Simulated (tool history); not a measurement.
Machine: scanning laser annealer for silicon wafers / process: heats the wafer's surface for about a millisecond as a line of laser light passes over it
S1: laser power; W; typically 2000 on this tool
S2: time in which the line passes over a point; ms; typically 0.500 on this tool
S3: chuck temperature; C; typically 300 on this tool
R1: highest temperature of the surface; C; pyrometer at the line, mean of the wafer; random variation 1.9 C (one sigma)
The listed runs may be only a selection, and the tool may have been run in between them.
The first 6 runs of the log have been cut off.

run,hour,S1,S2,S3,R1
7,95.2,2000,0.480,300,1083
8,112.1,2000,0.480,300,1085
9,122.0,2000,0.480,300,1087
10,133.1,2000,0.500,300,1104
11,146.8,2000,0.500,317,1121
12,162.6,2000,0.500,317,1119
13,181.3,2000,0.500,300,1106
14,198.1,2000,0.500,300,1104
15,206.9,2000,0.500,300,1100
16,219.8,2000,0.500,300,1100
17,238.2,2000,0.500,300,1102
18,246.7,2000,0.500,300,1101
19,265.0,2000,0.500,300,1095
20,281.4,2000,0.468,300,1069
21,298.9,2000,0.500,311,1111
22,306.9,2000,0.500,311,1111
23,316.5,2049,0.557,286,1162
24,333.4,1802,0.547,263,1001
25,343.6,2000,0.477,300,1078
26,355.3,2147,0.368,300,1021
27,367.6,2147,0.368,300,1026
28,377.3,2009,0.568,265,1128

Expected results for the next run?
29,392.3,2009,0.568,265,?

{"run 29": {"R1": 1132}}
Were there no unlogged condition in the tool, this run, its random variation unchanged, would have produced R1 1153 C.

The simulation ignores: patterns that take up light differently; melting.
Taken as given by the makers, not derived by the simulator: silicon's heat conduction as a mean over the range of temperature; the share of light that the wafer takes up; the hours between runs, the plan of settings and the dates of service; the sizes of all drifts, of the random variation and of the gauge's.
